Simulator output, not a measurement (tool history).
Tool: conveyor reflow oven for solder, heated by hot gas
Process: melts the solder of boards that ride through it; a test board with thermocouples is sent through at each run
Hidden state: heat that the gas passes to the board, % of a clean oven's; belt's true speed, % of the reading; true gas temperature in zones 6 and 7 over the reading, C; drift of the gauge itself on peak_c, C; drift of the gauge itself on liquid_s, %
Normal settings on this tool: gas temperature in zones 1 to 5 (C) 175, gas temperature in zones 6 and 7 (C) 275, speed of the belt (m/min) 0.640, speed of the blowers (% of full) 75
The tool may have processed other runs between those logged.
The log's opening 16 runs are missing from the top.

| run | hour | gas temperature in zones 1 to 5 (C) | gas temperature in zones 6 and 7 (C) | speed of the belt (m/min) | speed of the blowers (% of full) | hours of work since the flux was cleaned out | hours of work since the belt drive was overhauled | hours of work since the thermocouples were changed | highest temperature of the board (C) | time above the solder's melting point (s) |
|---|---|---|---|---|---|---|---|---|---|---|
| 17 | 566.8 | 174 | 269 | 0.543 | 58 | 319 | 950 | 413 | 257.4 | 72.41 |
| 18 | 619.5 | 163 | 275 | 0.579 | 75 | 349 | 979 | 442 | 263.5 | 68.18 |
| 19 | 659.4 | 163 | 275 | 0.579 | 75 | 371 | 1002 | 465 | 263.6 | 68.25 |
|  | 665.8 | belt drive overhauled, speed set with a stopwatch |
| 20 | 703.5 | 175 | 275 | 0.708 | 75 | 394 | 21 | 487 | 259.4 | 56.22 |
| 21 | 745.9 | 179 | 279 | 0.560 | 54 | 418 | 45 | 511 | 265.1 | 76.78 |
| 22 | 783.3 | 167 | 279 | 0.732 | 71 | 439 | 66 | 532 | 259.1 | 51.62 |
|  | 818.9 | flux residue cleaned out of gas plates and filters |
| 23 | 822.7 | 167 | 279 | 0.732 | 71 | 2 | 85 | 552 | 261.0 | 53.05 |
| 24 | 861.1 | 175 | 278 | 0.652 | 52 | 24 | 107 | 573 | 259.3 | 60.77 |
| 25 | 906.1 | 169 | 265 | 0.652 | 52 | 49 | 132 | 599 | 246.6 | 49.88 |
|  | 934.5 | belt drive overhauled, speed set with a stopwatch, once more |
| 26 | 943.1 | 169 | 274 | 0.608 | 50 | 68 | 5 | 617 | 255.2 | 59.08 |
| 27 | 979.3 | 169 | 274 | 0.698 | 72 | 88 | 25 | 638 | 257.5 | 53.17 |
| 28 | 1014.2 | 185 | 266 | 0.698 | 72 | 108 | 45 | 657 | 252.9 | 55.93 |
| 29 | 1040.2 | 175 | 272 | 0.640 | 75 | 122 | 59 | 672 | 259.7 | 61.94 |
| 30 | 1094.0 | 190 | 275 | 0.724 | 51 | 153 | 90 | 702 | 254.3 | 55.15 |

What if the next run were any one of these 5? Each begins from the tool's condition after run 30:
| A | 1142.0 | 163 | 275 | 0.724 | 51 | 180 | 117 | 729 | ? | ? |
| B | 1142.0 | 179 | 275 | 0.665 | 75 | 180 | 117 | 729 | ? | ? |
| C | 1142.0 | 188 | 275 | 0.640 | 75 | 180 | 117 | 729 | ? | ? |
| D | 1142.0 | 164 | 275 | 0.540 | 70 | 180 | 117 | 729 | ? | ? |
| E | 1142.0 | 190 | 271 | 0.724 | 51 | 180 | 117 | 729 | ? | ? |

| run | highest temperature of the board (C) | time above the solder's melting point (s) |
|---|---|---|
| A | 248.2 | 41.76 |
| B | 261.8 | 61.56 |
| C | 263.9 | 68.37 |
| D | 264.4 | 73.17 |
| E | 251.3 | 53.05 |
What these runs would have given with no unlogged condition in the tool:
| run | highest temperature of the board (C) | time above the solder's melting point (s) |
|---|---|---|
| A | 249.7 | 43.12 |
| B | 263.2 | 62.45 |
| C | 265.3 | 69.08 |
| D | 265.8 | 74.19 |
| E | 252.6 | 54.14 |
